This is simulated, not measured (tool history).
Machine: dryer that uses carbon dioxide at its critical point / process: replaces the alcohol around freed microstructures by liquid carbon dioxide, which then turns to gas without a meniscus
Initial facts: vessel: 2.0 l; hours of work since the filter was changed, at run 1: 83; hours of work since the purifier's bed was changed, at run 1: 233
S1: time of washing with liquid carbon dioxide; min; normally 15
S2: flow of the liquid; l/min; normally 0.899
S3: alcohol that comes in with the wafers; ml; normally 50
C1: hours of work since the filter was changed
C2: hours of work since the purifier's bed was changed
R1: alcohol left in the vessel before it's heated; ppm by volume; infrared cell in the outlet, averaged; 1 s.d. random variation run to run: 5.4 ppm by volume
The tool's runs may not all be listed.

| run | day | S1 | S2 | S3 | C1 | C2 | R1 |
|---|---|---|---|---|---|---|---|
| 1 | 0 | 15 | 0.899 | 50 | 83 | 233 | 203 |
| 2 | 0.788 | 15 | 0.899 | 50 | 97 | 248 | 227 |
| 3 | 1.742 | 15 | 0.899 | 50 | 115 | 265 | 232 |
| 4 | 2.746 | 15 | 0.899 | 20 | 134 | 284 | 125 |
| 5 | 3.396 | 15 | 0.899 | 20 | 146 | 296 | 131 |
| 6 | 4.588 | 15 | 0.899 | 20 | 169 | 319 | 141 |
| 7 | 5.358 | 15 | 0.899 | 20 | 183 | 333 | 142 |
| 8 | 5.958 | 15 | 0.899 | 20 | 194 | 344 | 152 |
| 9 | 7.175 | 15 | 0.899 | 20 | 217 | 367 | 169 |
| 10 | 7.996 | 15 | 0.899 | 20 | 232 | 382 | 161 |
| 11 | 9.096 | 15 | 0.899 | 20 | 253 | 403 | 184 |
| 12 | 9.725 | 15 | 0.899 | 20 | 264 | 415 | 181 |
| 13 | 10.388 | 15 | 0.899 | 50 | 277 | 427 | 347 |
| 14 | 11.321 | 15 | 0.899 | 68 | 294 | 444 | 463 |
| 15 | 12.196 | 15 | 1.474 | 50 | 311 | 461 | 105 |
| 16 | 13.479 | 22 | 1.232 | 38 | 335 | 485 | 92 |
|  | 13.925 | inlet filter changed |
| 17 | 14.258 | 11 | 0.825 | 47 | 6 | 499 | 776 |
| 18 | 15.112 | 11 | 0.825 | 47 | 22 | 515 | 829 |
| 19 | 15.796 | 11 | 0.825 | 47 | 35 | 527 | 858 |
| 20 | 16.404 | 12 | 1.106 | 26 | 46 | 539 | 170 |
| 21 | 17.775 | 23 | 0.881 | 26 | 72 | 564 | 111 |
| 22 | 18.917 | 23 | 0.881 | 26 | 93 | 586 | 103 |
| 23 | 20.058 | 11 | 0.626 | 26 | 115 | 607 | 1195 |
| 24 | 21.004 | 15 | 0.899 | 68 | 132 | 625 | 376 |
| 25 | 22.325 | 15 | 0.899 | 68 | 157 | 649 | 391 |
| 26 | 23.05 | 15 | 1.041 | 68 | 171 | 663 | 245 |
| 27 | 24.438 | 11 | 1.463 | 50 | 196 | 689 | 199 |
| 28 | 25.808 | 11 | 0.88 | 36 | 222 | 714 | 776 |
| 29 | 26.571 | 11 | 0.88 | 36 | 236 | 729 | 812 |
| 30 | 27.358 | 11 | 1.371 | 26 | 251 | 743 | 199 |

Results per run with the tool's hidden condition removed, run-to-run variation unchanged:
Unlogged tool condition in this case: flow that reaches the vessel past the clogged filter, %; alcohol in the recycled carbon dioxide, ppm; drift of the gauge itself on alcohol_ppm, %.
| run | R1 |
|---|---|
| 1 | 133 |
| 2 | 149 |
| 3 | 144 |
| 4 | 56 |
| 5 | 56 |
| 6 | 57 |
| 7 | 53 |
| 8 | 60 |
| 9 | 64 |
| 10 | 52 |
| 11 | 65 |
| 12 | 55 |
| 13 | 134 |
| 14 | 178 |
| 15 | 15 |
| 16 | 7 |
| 17 | 684 |
| 18 | 713 |
| 19 | 719 |
| 20 | 68 |
| 21 | 12 |
| 22 | 2 |
| 23 | 930 |
| 24 | 187 |
| 25 | 183 |
| 26 | 79 |
| 27 | 45 |
| 28 | 426 |
| 29 | 431 |
| 30 | 37 |
